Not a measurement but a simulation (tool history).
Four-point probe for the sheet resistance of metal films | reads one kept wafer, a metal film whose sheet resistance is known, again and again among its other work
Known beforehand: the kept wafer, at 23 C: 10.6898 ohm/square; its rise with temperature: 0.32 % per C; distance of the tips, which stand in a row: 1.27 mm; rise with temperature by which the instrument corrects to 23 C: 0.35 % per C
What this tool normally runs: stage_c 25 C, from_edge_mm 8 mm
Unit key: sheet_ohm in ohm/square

run,hour,stage_c,from_edge_mm,sheet_ohm
1,0.0,25,8,10.839608
2,22.3,25,8,10.837634
3,41.0,25,8,10.837068
4,67.3,25,8,10.836687
5,83.9,25,8,10.836910
6,110.1,25,8,10.841239
7,124.2,25,8,10.837051
8,146.7,25,8,10.835432
9,174.3,25,62,10.703389
10,187.0,25,43,10.700399
11,213.0,25,8,10.840547
12,229.6,25,40,10.699503
13,247.2,25,40,10.704715
14,259.1,25,40,10.702688
15,277.1,25,8,10.842240
16,292.5,27,8,10.831450
17,317.5,27,8,10.837468
18,333.6,27,8,10.841338
19,354.0,27,8,10.832132
20,381.4,27,8,10.841785
21,399.0,20,38,10.724031
22,412.9,19,42,10.722276
23,425.0,19,42,10.725513
24,440.2,25,4,11.250553
25,454.3,25,4,11.250082
26,478.9,31,5,11.043995
27,494.1,25,5,11.058256
28,510.3,33,5,11.036347
29,530.2,33,5,11.038301

Results for each run, recomputed without the tool's hidden state and with each run's random variation untouched:
Unlogged tool condition in this case: inner tips' distance over the nominal, %; tips' flats over new ones', %; wafer's true temperature over the reading, C; drift of the gauge itself on sheet_ohm, %.
run,sheet_ohm
1,10.830372
2,10.827908
3,10.826943
4,10.826016
5,10.825857
6,10.829643
7,10.825152
8,10.823015
9,10.690437
10,10.687140
11,10.826495
12,10.685235
13,10.690087
14,10.687797
15,10.826789
16,10.815606
17,10.821061
18,10.824575
19,10.814933
20,10.823885
21,10.706061
22,10.704028
23,10.707011
24,11.230763
25,11.229966
26,11.023522
27,11.037537
28,11.015091
29,11.016566
